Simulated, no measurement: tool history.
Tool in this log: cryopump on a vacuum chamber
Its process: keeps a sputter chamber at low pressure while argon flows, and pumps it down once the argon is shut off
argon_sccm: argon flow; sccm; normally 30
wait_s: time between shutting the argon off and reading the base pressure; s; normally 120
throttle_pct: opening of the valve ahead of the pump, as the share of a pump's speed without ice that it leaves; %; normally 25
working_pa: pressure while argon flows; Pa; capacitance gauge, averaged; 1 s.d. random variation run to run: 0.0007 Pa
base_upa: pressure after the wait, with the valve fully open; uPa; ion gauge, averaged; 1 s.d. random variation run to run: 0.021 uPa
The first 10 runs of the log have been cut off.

run,day,argon_sccm,wait_s,throttle_pct,hours of work since the pump was warmed up and emptied,hours of work since the cold head was overhauled,hours of work since the chamber's fittings were tightened,working_pa,base_upa
11,32.138,30,120,25,77,3443,691,0.1255,1.25
12,33.817,30,120,25,107,3473,721,0.1269,1.35
13,35.704,30,120,25,141,3507,754,0.129,1.36
14,37.588,30,120,25,174,3540,788,0.1287,1.48
15,39.912,30,120,25,216,3582,829,0.1295,1.49
16,42.612,30,120,25,264,3630,878,0.1309,1.64
17,45.583,30,120,25,317,3683,931,0.133,1.82
18,48.862,30,120,25,376,3742,989,0.1368,2.02
# day 49.442: pump warmed up, emptied and cooled again
19,51.321,30,28,56,34,3782,1029,0.0573,2.32
20,54.875,49,279,46,97,3845,1093,0.1145,1.62
21,58.338,49,279,46,159,3907,1155,0.1187,1.73
22,61.725,49,279,46,219,3968,1215,0.1219,1.94
23,64.438,22,120,36,268,4016,1263,0.0699,2.26
24,68.275,13,120,16,336,4084,1332,0.0888,2.51
25,70.058,47,120,33,368,4116,1364,0.1668,2.61
# day 71.129: pump warmed up, emptied and cooled again
26,73.229,47,120,33,37,4169,1417,0.1472,2.02
27,75.738,17,159,25,82,4214,1461,0.0704,2.12
28,78.742,17,159,25,136,4268,1515,0.0723,2.28
29,82.096,17,159,25,196,4327,1575,0.0739,2.48
30,84.758,54,118,26,243,4375,1622,0.2254,2.69
31,86.933,50,56,16,282,4414,1661,0.3343,3.07
32,89.754,33,24,40,332,4464,1712,0.0974,3.97
# day 92.792: pump warmed up, emptied and cooled again
33,93.512,28,37,54,13,4527,1775,0.055,2.94

Consider 3 possible next runs. They are alternatives, not a sequence: every one starts from the tool as it was left by run 33. What does each give?
A,97.267,55,222,16,80,4594,1842,?,?
B,97.267,29,37,54,80,4594,1842,?,?
C,97.267,50,89,18,80,4594,1842,?,?

run,working_pa,base_upa
A,0.3589,2.52
B,0.0582,3.17
C,0.2902,2.79
Without the tool's unlogged condition, the same runs would have read:
run,working_pa,base_upa
A,0.3513,0.31
B,0.0543,0.96
C,0.2834,0.53

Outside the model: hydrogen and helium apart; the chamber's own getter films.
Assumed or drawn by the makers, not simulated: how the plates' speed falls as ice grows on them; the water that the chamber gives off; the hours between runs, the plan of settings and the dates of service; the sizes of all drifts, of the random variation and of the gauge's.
